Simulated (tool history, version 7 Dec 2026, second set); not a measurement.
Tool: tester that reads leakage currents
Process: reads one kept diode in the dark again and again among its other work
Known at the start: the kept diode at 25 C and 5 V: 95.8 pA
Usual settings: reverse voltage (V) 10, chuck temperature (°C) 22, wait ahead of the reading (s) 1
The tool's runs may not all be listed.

| run | hour | reverse voltage (V) | chuck temperature (°C) | wait ahead of the reading (s) | current that the tester gives (pA) |
|---|---|---|---|---|---|
| 1 | 0 | 10 | 22 | 1 | 118.54 |
| 2 | 34.9 | 10 | 22 | 1 | 119.3 |
| 3 | 72.6 | 5.2 | 22 | 1 | 81.21 |
| 4 | 116.3 | 5.2 | 22 | 1 | 80.97 |
| 5 | 168.7 | 7.8 | 22 | 1 | 103.15 |
| 6 | 244.5 | 7.8 | 22 | 1 | 102.54 |
| 7 | 309.5 | 7.8 | 22 | 1 | 102.45 |
| 8 | 365.3 | 7.8 | 22 | 1 | 103.17 |
| 9 | 413.2 | 7.8 | 22 | 1 | 102.07 |
| 10 | 487 | 7.8 | 22 | 1 | 102.95 |
| 11 | 559.3 | 16.9 | 25 | 1 | 204.43 |
| 12 | 593.1 | 12.1 | 22 | 1 | 133.44 |
| 13 | 662.3 | 12.1 | 22 | 1 | 133.34 |
| 14 | 709.3 | 2.6 | 22 | 0.43 | 54.47 |
| 15 | 773.1 | 3.4 | 23 | 0.43 | 68.65 |
| 16 | 819.7 | 3.4 | 25 | 0.43 | 80.36 |
| 17 | 883.9 | 1.5 | 31 | 6.74 | 78.39 |
| 18 | 920.5 | 1.5 | 31 | 6.74 | 78.11 |
| 19 | 965.4 | 1.5 | 31 | 6.74 | 77.52 |
| 20 | 1023 | 2.7 | 25 | 0.62 | 69.39 |

Some steps in current that the tester gives (pA) between neighbouring runs. How much of each would the tool show without its hidden state too (settings, what came in, random variation), and how much is left for the hidden state, with any gauge scatter that isn't in both results?
The hidden state here: stray current of the dirty probe card, pA a volt; current scale over the true one, %; true chuck temperature over the reading, C; drift of the gauge itself on leakage_pa, %.
Run 10 -> 11: reverse voltage (V) 7.8 -> 16.9, chuck temperature (°C) 22 -> 25. current that the tester gives (pA) +101.48: hidden state +5.4, all else +96.08.
Run 13 -> 14: reverse voltage (V) 12.1 -> 2.6, wait ahead of the reading (s) 1 -> 0.43. current that the tester gives (pA) -78.87: hidden state -6.18, all else -72.69.
